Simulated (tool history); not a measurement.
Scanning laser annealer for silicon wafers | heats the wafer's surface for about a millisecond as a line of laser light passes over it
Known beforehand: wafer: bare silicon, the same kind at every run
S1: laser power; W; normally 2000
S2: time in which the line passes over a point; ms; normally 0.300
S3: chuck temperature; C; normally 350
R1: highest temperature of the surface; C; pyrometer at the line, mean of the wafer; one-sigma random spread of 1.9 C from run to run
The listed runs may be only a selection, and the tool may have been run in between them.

| run | hour | S1 | S2 | S3 | R1 |
|---|---|---|---|---|---|
| 1 | 0.0 | 2000 | 0.300 | 350 | 1141 |
| 2 | 26.3 | 2000 | 0.300 | 350 | 1137 |
| 3 | 62.9 | 2000 | 0.300 | 350 | 1134 |
| 4 | 81.9 | 2000 | 0.244 | 350 | 1045 |
| 5 | 117.4 | 2000 | 0.244 | 350 | 1047 |
|  | 128.3 | window over the wafer cleaned |
| 6 | 150.8 | 2000 | 0.244 | 350 | 1057 |
|  | 165.5 | optics aligned, line set to its width |
| 7 | 191.8 | 2000 | 0.244 | 350 | 1068 |
| 8 | 233.9 | 2000 | 0.300 | 350 | 1158 |
| 9 | 256.7 | 2000 | 0.300 | 350 | 1162 |
| 10 | 298.1 | 1713 | 0.300 | 350 | 1043 |
| 11 | 323.7 | 2000 | 0.279 | 350 | 1119 |
| 12 | 355.2 | 2000 | 0.279 | 350 | 1121 |
| 13 | 386.7 | 2000 | 0.279 | 311 | 1082 |
| 14 | 407.1 | 2000 | 0.279 | 311 | 1079 |
| 15 | 430.6 | 2000 | 0.279 | 311 | 1083 |
| 16 | 468.5 | 2000 | 0.279 | 311 | 1076 |
| 17 | 511.9 | 2000 | 0.300 | 333 | 1134 |
| 18 | 555.8 | 1842 | 0.374 | 376 | 1216 |
| 19 | 589.8 | 2053 | 0.260 | 357 | 1109 |
| 20 | 608.1 | 2053 | 0.380 | 364 | 1298 |
| 21 | 626.3 | 1918 | 0.380 | 363 | 1236 |
|  | 632.8 | laser's power meter calibrated |
|  | 642.2 | window over the wafer cleaned |
| 22 | 656.5 | 2053 | 0.218 | 338 | 1026 |
| 23 | 700.1 | 2000 | 0.228 | 356 | 1042 |
| 24 | 722.8 | 2062 | 0.274 | 346 | 1126 |
| 25 | 761.5 | 1935 | 0.270 | 346 | 1074 |
| 26 | 799.6 | 1935 | 0.270 | 346 | 1074 |
|  | 811.1 | laser's power meter calibrated, once more |
| 27 | 844.7 | 1935 | 0.270 | 346 | 1082 |
| 28 | 882.0 | 1935 | 0.270 | 346 | 1080 |
| 29 | 923.3 | 2035 | 0.238 | 376 | 1091 |

What if the next run were any one of these 4? Each begins from the tool's condition after run 29:
| A | 946.0 | 2167 | 0.300 | 375 | ? |
| B | 946.0 | 2035 | 0.314 | 331 | ? |
| C | 946.0 | 1882 | 0.340 | 350 | ? |
| D | 946.0 | 1728 | 0.238 | 357 | ? |

| run | R1 |
|---|---|
| A | 1242 |
| B | 1172 |
| C | 1167 |
| D | 971 |
What these runs would have given with no unlogged condition in the tool:
| run | R1 |
|---|---|
| A | 1258 |
| B | 1188 |
| C | 1183 |
| D | 982 |
